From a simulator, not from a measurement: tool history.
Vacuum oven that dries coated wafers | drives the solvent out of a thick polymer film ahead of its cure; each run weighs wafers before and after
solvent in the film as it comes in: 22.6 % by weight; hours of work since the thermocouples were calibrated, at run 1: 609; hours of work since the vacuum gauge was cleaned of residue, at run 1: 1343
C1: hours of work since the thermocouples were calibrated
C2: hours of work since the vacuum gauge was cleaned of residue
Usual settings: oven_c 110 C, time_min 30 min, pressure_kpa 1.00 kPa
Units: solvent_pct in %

run 1 day=0.000 | oven_c=110 time_min=30 pressure_kpa=1.00 | C1=609 C2=1343 | solvent_pct=5.05
run 2 day=1.167 | oven_c=110 time_min=30 pressure_kpa=1.00 | C1=627 C2=1361 | solvent_pct=5.18
run 3 day=3.038 | oven_c=110 time_min=30 pressure_kpa=1.00 | C1=657 C2=1390 | solvent_pct=5.22
run 4 day=4.904 | oven_c=119 time_min=30 pressure_kpa=1.00 | C1=686 C2=1419 | solvent_pct=2.35
run 5 day=6.492 | oven_c=119 time_min=30 pressure_kpa=1.00 | C1=710 C2=1444 | solvent_pct=2.37
run 6 day=8.654 | oven_c=103 time_min=30 pressure_kpa=1.00 | C1=744 C2=1478 | solvent_pct=8.11
run 7 day=10.529 | oven_c=110 time_min=30 pressure_kpa=1.00 | C1=773 C2=1507 | solvent_pct=5.32
run 8 day=13.054 | oven_c=110 time_min=30 pressure_kpa=1.00 | C1=812 C2=1546 | solvent_pct=5.32
run 9 day=14.667 | oven_c=110 time_min=30 pressure_kpa=1.00 | C1=837 C2=1571 | solvent_pct=5.26
run 10 day=15.942 | oven_c=110 time_min=30 pressure_kpa=1.00 | C1=857 C2=1591 | solvent_pct=5.46
run 11 day=18.221 | oven_c=110 time_min=30 pressure_kpa=1.00 | C1=893 C2=1626 | solvent_pct=5.36
run 12 day=19.408 | oven_c=110 time_min=29 pressure_kpa=1.00 | C1=911 C2=1645 | solvent_pct=5.49
-- day=20.562 vacuum gauge cleaned of residue and calibrated
run 13 day=20.562 | oven_c=110 time_min=29 pressure_kpa=1.00 | C1=928 C2=0 | solvent_pct=5.57
run 14 day=22.771 | oven_c=110 time_min=29 pressure_kpa=1.00 | C1=963 C2=34 | solvent_pct=5.53
run 15 day=25.371 | oven_c=110 time_min=30 pressure_kpa=0.73 | C1=1003 C2=75 | solvent_pct=5.24
run 16 day=26.750 | oven_c=110 time_min=44 pressure_kpa=0.73 | C1=1024 C2=96 | solvent_pct=2.97
run 17 day=28.104 | oven_c=110 time_min=44 pressure_kpa=0.90 | C1=1046 C2=117 | solvent_pct=3.06
run 18 day=30.338 | oven_c=110 time_min=44 pressure_kpa=0.90 | C1=1080 C2=152 | solvent_pct=3.12
run 19 day=31.862 | oven_c=99 time_min=44 pressure_kpa=0.90 | C1=1104 C2=176 | solvent_pct=7.49
run 20 day=33.267 | oven_c=99 time_min=44 pressure_kpa=0.90 | C1=1126 C2=198 | solvent_pct=7.62
run 21 day=35.392 | oven_c=110 time_min=30 pressure_kpa=0.96 | C1=1159 C2=231 | solvent_pct=5.44
-- day=36.421 oven's thermocouples calibrated
run 22 day=37.579 | oven_c=110 time_min=30 pressure_kpa=0.96 | C1=18 C2=263 | solvent_pct=4.51
run 23 day=39.233 | oven_c=99 time_min=42 pressure_kpa=1.83 | C1=44 C2=289 | solvent_pct=7.26
run 24 day=40.475 | oven_c=99 time_min=34 pressure_kpa=3.88 | C1=63 C2=309 | solvent_pct=9.38
run 25 day=41.817 | oven_c=99 time_min=45 pressure_kpa=3.08 | C1=84 C2=329 | solvent_pct=7.52
run 26 day=43.883 | oven_c=99 time_min=45 pressure_kpa=3.08 | C1=116 C2=362 | solvent_pct=7.40
run 27 day=45.638 | oven_c=99 time_min=45 pressure_kpa=3.08 | C1=143 C2=389 | solvent_pct=7.53
run 28 day=47.062 | oven_c=99 time_min=30 pressure_kpa=2.56 | C1=166 C2=411 | solvent_pct=9.93
run 29 day=48.675 | oven_c=99 time_min=30 pressure_kpa=2.56 | C1=191 C2=436 | solvent_pct=9.67
run 30 day=50.088 | oven_c=96 time_min=49 pressure_kpa=2.56 | C1=213 C2=458 | solvent_pct=8.11
run 31 day=51.258 | oven_c=116 time_min=26 pressure_kpa=0.94 | C1=231 C2=476 | solvent_pct=3.29
run 32 day=53.358 | oven_c=110 time_min=30 pressure_kpa=2.16 | C1=263 C2=509 | solvent_pct=4.98
run 33 day=54.908 | oven_c=112 time_min=30 pressure_kpa=2.96 | C1=288 C2=533 | solvent_pct=4.62
run 34 day=57.496 | oven_c=112 time_min=31 pressure_kpa=2.76 | C1=328 C2=573 | solvent_pct=4.42
run 35 day=59.725 | oven_c=97 time_min=30 pressure_kpa=1.00 | C1=363 C2=608 | solvent_pct=10.04
run 36 day=61.021 | oven_c=111 time_min=30 pressure_kpa=1.00 | C1=383 C2=628 | solvent_pct=4.31
run 37 day=63.121 | oven_c=110 time_min=34 pressure_kpa=1.00 | C1=415 C2=661 | solvent_pct=4.11
run 38 day=65.350 | oven_c=110 time_min=34 pressure_kpa=1.00 | C1=450 C2=696 | solvent_pct=4.17
run 39 day=67.583 | oven_c=110 time_min=34 pressure_kpa=1.00 | C1=485 C2=730 | solvent_pct=4.11
run 40 day=68.888 | oven_c=109 time_min=17 pressure_kpa=0.68 | C1=505 C2=751 | solvent_pct=8.78
run 41 day=70.067 | oven_c=109 time_min=42 pressure_kpa=0.68 | C1=524 C2=769 | solvent_pct=3.17
run 42 day=71.583 | oven_c=101 time_min=23 pressure_kpa=1.08 | C1=547 C2=793 | solvent_pct=10.07
run 43 day=73.621 | oven_c=101 time_min=23 pressure_kpa=1.08 | C1=579 C2=824 | solvent_pct=10.36

Measured less the same run without the tool's hidden state. The same run-to-run variation is in both; the gauge's scatter may not be:
The hidden state here: true wafer temperature over the reading, C; true pressure over the reading, kPa; drift of the gauge itself on solvent_pct, %.
run=1 solvent_pct=+0.72
run=2 solvent_pct=+0.73
run=3 solvent_pct=+0.77
run=4 solvent_pct=+0.54
run=5 solvent_pct=+0.55
run=6 solvent_pct=+0.92
run=7 solvent_pct=+0.87
run=8 solvent_pct=+0.90
run=9 solvent_pct=+0.92
run=10 solvent_pct=+0.96
run=11 solvent_pct=+0.97
run=12 solvent_pct=+0.99
run=13 solvent_pct=+0.83
run=14 solvent_pct=+0.86
run=15 solvent_pct=+0.87
run=16 solvent_pct=+0.69
run=17 solvent_pct=+0.70
run=18 solvent_pct=+0.74
run=19 solvent_pct=+1.10
run=20 solvent_pct=+1.14
run=21 solvent_pct=+1.03
run=22 solvent_pct=-0.03
run=23 solvent_pct=+0.00
run=24 solvent_pct=+0.02
run=25 solvent_pct=+0.05
run=26 solvent_pct=+0.08
run=27 solvent_pct=+0.11
run=28 solvent_pct=+0.11
run=29 solvent_pct=+0.14
run=30 solvent_pct=+0.19
run=31 solvent_pct=+0.13
run=32 solvent_pct=+0.19
run=33 solvent_pct=+0.20
run=34 solvent_pct=+0.23
run=35 solvent_pct=+0.30
run=36 solvent_pct=+0.27
run=37 solvent_pct=+0.31
run=38 solvent_pct=+0.34
run=39 solvent_pct=+0.37
run=40 solvent_pct=+0.40
run=41 solvent_pct=+0.38
run=42 solvent_pct=+0.45
run=43 solvent_pct=+0.48
